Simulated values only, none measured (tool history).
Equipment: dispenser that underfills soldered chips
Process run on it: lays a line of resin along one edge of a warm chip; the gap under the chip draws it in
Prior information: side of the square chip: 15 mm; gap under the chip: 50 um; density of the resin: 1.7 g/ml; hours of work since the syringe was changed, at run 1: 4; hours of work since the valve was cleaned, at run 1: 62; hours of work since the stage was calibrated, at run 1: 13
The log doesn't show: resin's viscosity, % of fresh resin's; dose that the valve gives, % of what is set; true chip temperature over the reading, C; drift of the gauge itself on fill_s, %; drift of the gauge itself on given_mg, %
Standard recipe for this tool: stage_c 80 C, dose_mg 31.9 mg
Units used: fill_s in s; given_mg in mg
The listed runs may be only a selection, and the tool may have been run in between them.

run,hour,stage_c,dose_mg,hours of work since the syringe was changed,hours of work since the valve was cleaned,hours of work since the stage was calibrated,fill_s,given_mg
1,0.0,80,31.9,4,62,13,305.7,31.00
2,4.7,80,31.9,7,65,16,400.0,30.93
# hour 7.0: new syringe of resin
3,10.3,88,31.9,2,69,19,208.9,31.11
4,13.0,80,33.4,4,71,21,322.9,32.43
5,16.4,80,33.4,6,73,24,394.4,32.17
# hour 19.3: new syringe of resin
6,20.8,80,33.4,1,76,27,254.6,32.28
7,24.8,80,33.4,4,79,29,317.5,32.38
8,29.9,80,33.4,7,82,33,424.5,32.40
# hour 31.3: new syringe of resin
9,34.8,80,33.4,2,85,36,282.2,32.37
10,40.1,80,33.4,6,89,40,383.5,32.00
# hour 43.4: new syringe of resin
11,44.5,74,33.4,1,92,42,313.9,32.28
12,48.5,80,31.9,4,95,45,305.1,30.73
13,51.9,80,31.9,6,97,48,378.1,30.69
# hour 53.2: dispensing valve cleaned and set on the balance
14,56.0,80,41.3,8,2,50,438.9,41.33
# hour 56.7: new syringe of resin
15,58.7,80,41.3,1,4,51,261.9,41.16
16,62.7,80,35.4,4,6,54,331.6,35.33
17,67.7,80,35.4,8,10,58,436.0,34.92
# hour 69.1: new syringe of resin
18,72.8,80,35.4,3,13,61,280.5,35.05

What will run 19 give?
19,75.2,76,38.4,4,15,63,?,?

Run 19 produced fill_s 373.9 s, given_mg 38.20 mg.
With the hidden condition absent and the run-to-run variation left alone, this run would have shown fill_s 265.8 s, given_mg 38.44 mg.
